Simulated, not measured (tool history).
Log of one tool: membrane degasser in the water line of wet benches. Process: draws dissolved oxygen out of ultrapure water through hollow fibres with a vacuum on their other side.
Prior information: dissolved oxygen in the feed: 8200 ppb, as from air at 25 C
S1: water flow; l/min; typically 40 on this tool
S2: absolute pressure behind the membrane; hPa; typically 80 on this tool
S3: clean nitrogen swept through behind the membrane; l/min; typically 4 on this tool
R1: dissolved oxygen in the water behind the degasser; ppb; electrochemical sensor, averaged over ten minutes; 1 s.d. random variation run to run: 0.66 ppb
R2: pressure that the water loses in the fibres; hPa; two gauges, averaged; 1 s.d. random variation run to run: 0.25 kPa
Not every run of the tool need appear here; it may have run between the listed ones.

| run | day | S1 | S2 | S3 | R1 | R2 |
|---|---|---|---|---|---|---|
| 1 | 0 | 40 | 80 | 4 | 127.7 | 670.3 |
| 2 | 1.554 | 40 | 80 | 4 | 127.5 | 670.4 |
| 3 | 3.421 | 40 | 80 | 4 | 127.9 | 670.9 |
| 4 | 5.05 | 40 | 80 | 4 | 129.3 | 667.1 |
| 5 | 6.133 | 40 | 80 | 5.96 | 93 | 669 |
| 6 | 7.375 | 40 | 80 | 4 | 129 | 668.1 |
| 7 | 8.412 | 40 | 80 | 4 | 128.8 | 667.7 |
| 8 | 9.588 | 40 | 80 | 2.89 | 167.9 | 669 |
| 9 | 11.617 | 40 | 80 | 2.89 | 169.1 | 667.8 |
| 10 | 13.442 | 40 | 80 | 2.89 | 167.4 | 675 |
| 11 | 15.238 | 40 | 80 | 2.47 | 192.3 | 671.4 |
| 12 | 16.504 | 40 | 80 | 2.47 | 192.5 | 667.2 |
| 13 | 18.192 | 40 | 80 | 3.09 | 159.1 | 670.4 |
| 14 | 20.117 | 40 | 80 | 3.09 | 160.1 | 674.6 |
| 15 | 21.196 | 40 | 80 | 3.09 | 158.8 | 674.4 |
| 16 | 22.579 | 40 | 82.3 | 5.3 | 106.4 | 673.6 |
| 17 | 23.475 | 46 | 110 | 10.03 | 115 | 770.8 |
| 18 | 24.588 | 33 | 189.1 | 4.2 | 294.3 | 551.6 |
| 19 | 26.054 | 40 | 62.5 | 6.04 | 64.4 | 671.2 |
| 20 | 27.7 | 40 | 62.5 | 6.04 | 64.6 | 669.6 |
| 21 | 28.762 | 44 | 62.5 | 1.98 | 173.3 | 738.3 |
| 22 | 30.196 | 40 | 50.3 | 3.03 | 73.6 | 674.3 |
| 23 | 32.017 | 40 | 80 | 2.57 | 186.6 | 669.2 |
| 24 | 33.071 | 40 | 80 | 2.57 | 186.2 | 673 |

Predict the results of run 25:
| 25 | 33.983 | 40 | 130.8 | 6.73 | ? | ? |

R1: 156.1 ppb
R2: 670.9 hPa
The same run, on a tool lacking any hidden state, would have yielded R1 153.5 ppb, R2 666.8 hPa.
